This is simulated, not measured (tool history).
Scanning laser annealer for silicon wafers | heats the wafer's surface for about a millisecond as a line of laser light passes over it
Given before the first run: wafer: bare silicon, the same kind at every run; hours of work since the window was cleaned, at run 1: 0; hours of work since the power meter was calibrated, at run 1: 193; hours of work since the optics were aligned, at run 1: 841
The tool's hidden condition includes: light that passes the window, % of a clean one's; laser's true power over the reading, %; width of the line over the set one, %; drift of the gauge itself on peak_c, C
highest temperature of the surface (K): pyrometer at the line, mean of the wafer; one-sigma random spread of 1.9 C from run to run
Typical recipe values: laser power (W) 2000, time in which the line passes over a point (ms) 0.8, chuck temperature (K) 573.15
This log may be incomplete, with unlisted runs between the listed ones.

| run | hour | laser power (W) | time in which the line passes over a point (ms) | chuck temperature (K) | hours of work since the window was cleaned | hours of work since the power meter was calibrated | hours of work since the optics were aligned | highest temperature of the surface (K) |
|---|---|---|---|---|---|---|---|---|
| 1 | 0 | 2000 | 0.8 | 573.15 | 0 | 193 | 841 | 1350.15 |
| 2 | 18.8 | 2000 | 0.8 | 585.15 | 15 | 207 | 856 | 1366.15 |
| 3 | 37.7 | 2000 | 0.8 | 573.15 | 30 | 222 | 871 | 1349.15 |
| 4 | 50.7 | 2000 | 0.8 | 573.15 | 40 | 233 | 881 | 1352.15 |
| 5 | 66.3 | 2000 | 0.8 | 573.15 | 52 | 245 | 894 | 1350.15 |
| 6 | 84.3 | 2000 | 0.8 | 573.15 | 67 | 259 | 908 | 1349.15 |
| 7 | 96.2 | 2000 | 0.8 | 573.15 | 76 | 269 | 917 | 1347.15 |
| 8 | 106.1 | 2000 | 0.8 | 573.15 | 84 | 277 | 925 | 1347.15 |
| 9 | 117.5 | 1976 | 0.8 | 573.15 | 93 | 286 | 934 | 1336.15 |
| 10 | 138.4 | 1976 | 0.8 | 573.15 | 109 | 302 | 951 | 1334.15 |
| 11 | 154.3 | 1976 | 0.8 | 573.15 | 122 | 315 | 963 | 1334.15 |
| 12 | 174 | 2000 | 0.8 | 573.15 | 138 | 330 | 979 | 1344.15 |
| 13 | 191.6 | 2000 | 0.8 | 573.15 | 152 | 344 | 993 | 1341.15 |
| 14 | 211 | 2000 | 0.8 | 573.15 | 167 | 360 | 1008 | 1341.15 |
| 15 | 220.9 | 2000 | 0.8 | 573.15 | 175 | 367 | 1016 | 1341.15 |
|  | 236.9 | optics aligned, line set to its width |
| 16 | 245 | 2000 | 0.8 | 573.15 | 190 | 383 | 6 | 1361.15 |
| 17 | 262 | 2000 | 0.8 | 573.15 | 203 | 396 | 20 | 1360.15 |
| 18 | 276.6 | 2000 | 0.8 | 573.15 | 215 | 407 | 31 | 1362.15 |
| 19 | 294.4 | 2028 | 0.8 | 573.15 | 229 | 422 | 45 | 1376.15 |
| 20 | 304.9 | 2128 | 0.98 | 598.15 | 237 | 430 | 54 | 1532.15 |
| 21 | 322 | 2019 | 0.837 | 576.15 | 251 | 443 | 67 | 1389.15 |
| 22 | 333.8 | 2019 | 0.837 | 576.15 | 260 | 453 | 77 | 1387.15 |

Run 23 comes next. What will it give?
| 23 | 346.9 | 2177 | 0.8 | 573.15 | 270 | 463 | 87 | ? |

highest temperature of the surface (K): 1447.15
If the tool had no hidden condition, the same run with the same run-to-run variation would have returned highest temperature of the surface (K) 1474.15.

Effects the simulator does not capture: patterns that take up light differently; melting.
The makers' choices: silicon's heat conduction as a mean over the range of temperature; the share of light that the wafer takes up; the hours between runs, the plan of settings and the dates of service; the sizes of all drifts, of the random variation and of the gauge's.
